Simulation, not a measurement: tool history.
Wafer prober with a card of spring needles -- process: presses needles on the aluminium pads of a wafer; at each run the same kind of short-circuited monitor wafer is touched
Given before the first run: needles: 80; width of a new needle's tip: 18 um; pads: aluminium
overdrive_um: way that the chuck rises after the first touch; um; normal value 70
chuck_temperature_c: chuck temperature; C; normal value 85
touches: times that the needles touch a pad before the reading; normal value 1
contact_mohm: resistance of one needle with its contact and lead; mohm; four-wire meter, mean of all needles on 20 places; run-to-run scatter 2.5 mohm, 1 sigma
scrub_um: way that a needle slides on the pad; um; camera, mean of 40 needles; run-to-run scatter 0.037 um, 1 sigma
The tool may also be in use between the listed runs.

run   hour  overdrive_um  chuck_temperature_c  touches  contact_mohm  scrub_um
  1    0.0            70                   85        1           352      9.18
       4.8  -- tips cleaned on abrasive film
  2    9.9            70                   85        1           410      9.15
      16.4  -- tips cleaned on abrasive film
  3   17.4            70                   85        1           312      9.16
      20.4  -- tips cleaned on abrasive film, once more
  4   24.4            70                   85        1           334      9.09
      31.6  -- tips cleaned on abrasive film
  5   34.1            70                   85        1           322      9.13
      42.7  -- tips cleaned on abrasive film
  6   42.9            70                   85        1           295      9.09
  7   49.1            70                   85        1           352      9.06
      54.0  -- tips cleaned on abrasive film
  8   60.1            70                   85        1           358      9.15
      65.4  -- tips cleaned on abrasive film
  9   70.1            70                   85        1           342      9.07
      76.8  -- tips cleaned on abrasive film
 10   76.8            70                   85        1           300      9.09
 11   84.0            70                   85        1           357      9.07
      88.9  -- tips cleaned on abrasive film
 12   94.9            70                   85        1           356      8.99
     100.6  -- tips cleaned on abrasive film
 13  102.4            70                   85        1           322      9.02
 14  108.2            70                   85        1           366      9.00
     111.8  -- tips cleaned on abrasive film
 15  117.2            70                   85        1           356      9.07
     123.4  -- tips cleaned on abrasive film
 16  125.8            70                   85        1           325      8.97
 17  132.9            70                   85        1           372      9.05
     135.4  -- tips cleaned on abrasive film
 18  143.6            70                   69        1           362      9.03
     147.0  -- tips cleaned on abrasive film
 19  152.0            81                   62        1           326     10.50
     158.4  -- tips cleaned on abrasive film
 20  158.4            70                   85        1           295      8.99
 21  166.4            54                   27        2           362      6.85
     169.9  -- tips cleaned on abrasive film
 22  177.3            54                   54        2           365      6.85
     181.1  -- tips cleaned on abrasive film
 23  182.8            54                   54        2           319      6.83
 24  187.8            61                   28        3           311      7.73
     193.1  -- tips cleaned on abrasive film
 25  198.0            74                   27        2           305      9.55
     204.9  -- tips cleaned on abrasive film
 26  206.5            74                   27        2           292      9.45
 27  215.4            74                   27        2           322      9.48
     216.4  -- tips cleaned on abrasive film
 28  224.5            74                   27        2           317      9.50
     227.7  -- tips cleaned on abrasive film
 29  234.8            70                   37        2           324      8.90
     239.0  -- tips cleaned on abrasive film
 30  240.6            70                   37        2           294      8.95
     250.5  -- tips cleaned on abrasive film
 31  251.4            85                   62        1           296     11.05
 32  257.1            79                   32        2           308     10.10
     262.0  -- tips cleaned on abrasive film
 33  266.7            70                   52        1           340      8.94
     273.4  -- tips cleaned on abrasive film
 34  276.4            58                   27        2           318      7.17

Forecast each of these 3 alternatives for the next run:
  A  281.9            89                   85        1             ?         ?
  B  281.9            83                   26        1             ?         ?
  C  281.9            58                   25        3             ?         ?

run  contact_mohm  scrub_um
  A           342     11.47
  B           336     10.68
  C           320      7.22
Take away the tool's hidden state, keep each run's random variation, and the runs would have read:
run  contact_mohm  scrub_um
  A           288     12.07
  B           269     11.29
  C           270      7.83
